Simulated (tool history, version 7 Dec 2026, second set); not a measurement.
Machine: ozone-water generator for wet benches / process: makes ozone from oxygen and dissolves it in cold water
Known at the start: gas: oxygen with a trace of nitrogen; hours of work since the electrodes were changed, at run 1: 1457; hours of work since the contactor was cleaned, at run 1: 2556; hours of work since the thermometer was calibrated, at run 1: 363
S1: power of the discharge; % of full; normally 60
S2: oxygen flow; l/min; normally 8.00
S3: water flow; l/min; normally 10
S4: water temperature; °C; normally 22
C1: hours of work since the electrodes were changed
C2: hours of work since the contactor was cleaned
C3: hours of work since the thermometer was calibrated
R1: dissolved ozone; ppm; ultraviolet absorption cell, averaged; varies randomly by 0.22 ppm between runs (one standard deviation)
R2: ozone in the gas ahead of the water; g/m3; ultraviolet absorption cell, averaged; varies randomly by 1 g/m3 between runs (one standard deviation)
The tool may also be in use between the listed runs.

| run | day | S1 | S2 | S3 | S4 | C1 | C2 | C3 | R1 | R2 |
|---|---|---|---|---|---|---|---|---|---|---|
| 1 | 0.000 | 60 | 8.00 | 10 | 22 | 1457 | 2556 | 363 | 31.7 | 179.5 |
| 2 | 2.258 | 60 | 4.48 | 10 | 22 | 1492 | 2591 | 398 | 33.9 | 233.8 |
| 3 | 3.733 | 60 | 4.48 | 10 | 22 | 1514 | 2614 | 420 | 34.3 | 233.7 |
| 4 | 5.542 | 60 | 8.00 | 10 | 22 | 1542 | 2641 | 448 | 31.8 | 177.2 |
| 5 | 7.908 | 60 | 8.00 | 10 | 22 | 1579 | 2678 | 485 | 31.2 | 179.8 |
| 6 | 9.229 | 60 | 8.00 | 10 | 22 | 1599 | 2698 | 505 | 31.5 | 180.0 |
| 7 | 11.342 | 60 | 8.00 | 10 | 22 | 1631 | 2731 | 537 | 31.3 | 177.5 |
| 8 | 12.325 | 60 | 8.00 | 10 | 22 | 1647 | 2746 | 553 | 31.8 | 178.9 |
| 9 | 13.338 | 60 | 10.36 | 10 | 22 | 1662 | 2761 | 568 | 30.0 | 160.3 |
| 10 | 14.529 | 60 | 8.00 | 10 | 22 | 1681 | 2780 | 587 | 31.5 | 178.6 |
| 11 | 16.300 | 60 | 8.00 | 10 | 22 | 1708 | 2807 | 614 | 31.9 | 179.3 |
| 12 | 18.438 | 44 | 8.00 | 10 | 22 | 1741 | 2840 | 647 | 25.3 | 143.3 |
| 13 | 20.104 | 44 | 8.00 | 10 | 22 | 1766 | 2866 | 672 | 25.0 | 143.3 |
| 14 | 21.442 | 44 | 8.00 | 10 | 22 | 1787 | 2886 | 693 | 25.1 | 141.7 |
| 15 | 22.629 | 44 | 8.00 | 10 | 22 | 1805 | 2904 | 711 | 25.4 | 142.1 |
| 16 | 24.083 | 44 | 8.00 | 10 | 22 | 1828 | 2927 | 734 | 25.5 | 142.7 |
| 17 | 26.317 | 44 | 8.00 | 10 | 22 | 1862 | 2961 | 768 | 24.8 | 142.4 |
| 18 | 27.575 | 44 | 7.36 | 7 | 22 | 1881 | 2981 | 787 | 29.6 | 147.6 |
| 19 | 29.883 | 44 | 7.36 | 7 | 22 | 1917 | 3016 | 823 | 29.4 | 146.3 |
| 20 | 30.958 | 44 | 7.36 | 7 | 22 | 1933 | 3033 | 839 | 29.2 | 148.0 |
| 21 | 32.100 | 60 | 5.38 | 10 | 22 | 1951 | 3050 | 857 | 32.9 | 212.7 |
| 22 | 33.279 | 73 | 10.27 | 10 | 22 | 1969 | 3068 | 875 | 34.4 | 183.1 |
| 23 | 34.292 | 60 | 8.00 | 10 | 21 | 1985 | 3084 | 891 | 32.0 | 176.7 |
| 24 | 35.846 | 60 | 8.00 | 10 | 21 | 2009 | 3108 | 915 | 32.0 | 178.3 |
| 25 | 37.233 | 60 | 8.00 | 10 | 16 | 2030 | 3129 | 936 | 35.9 | 177.5 |
| 26 | 38.433 | 60 | 8.00 | 10 | 16 | 2049 | 3148 | 955 | 35.8 | 176.3 |
| 27 | 39.958 | 96 | 8.00 | 11 | 22 | 2072 | 3171 | 978 | 42.1 | 249.6 |
| 28 | 41.746 | 96 | 8.00 | 11 | 22 | 2100 | 3199 | 1006 | 41.5 | 246.8 |
| 29 | 43.500 | 96 | 13.71 | 11 | 29 | 2126 | 3226 | 1032 | 30.4 | 195.7 |
| 30 | 45.871 | 96 | 13.71 | 11 | 29 | 2163 | 3262 | 1069 | 30.5 | 193.7 |
| 31 | 47.588 | 96 | 13.71 | 11 | 29 | 2189 | 3289 | 1095 | 31.0 | 194.2 |
| 32 | 49.254 | 49 | 13.71 | 11 | 29 | 2215 | 3314 | 1121 | 18.8 | 121.1 |
| 33 | 51.404 | 49 | 13.71 | 11 | 29 | 2248 | 3347 | 1154 | 19.2 | 120.4 |
| 34 | 53.683 | 49 | 13.71 | 11 | 29 | 2283 | 3383 | 1189 | 19.1 | 119.6 |

What if the next run were any one of these 3? Each begins from the tool's condition after run 34:
| A | 56.000 | 52 | 13.71 | 11 | 25 | 2319 | 3418 | 1225 | ? | ? |
| B | 56.000 | 60 | 8.00 | 10 | 28 | 2319 | 3418 | 1225 | ? | ? |
| C | 56.000 | 50 | 13.71 | 7 | 14 | 2319 | 3418 | 1225 | ? | ? |

| run | R1 | R2 |
|---|---|---|
| A | 21.7 | 126.0 |
| B | 26.8 | 175.6 |
| C | 33.5 | 122.6 |
With no hidden state in the tool, these same runs would have given:
| run | R1 | R2 |
|---|---|---|
| A | 22.9 | 130.7 |
| B | 28.3 | 183.0 |
| C | 35.0 | 127.0 |

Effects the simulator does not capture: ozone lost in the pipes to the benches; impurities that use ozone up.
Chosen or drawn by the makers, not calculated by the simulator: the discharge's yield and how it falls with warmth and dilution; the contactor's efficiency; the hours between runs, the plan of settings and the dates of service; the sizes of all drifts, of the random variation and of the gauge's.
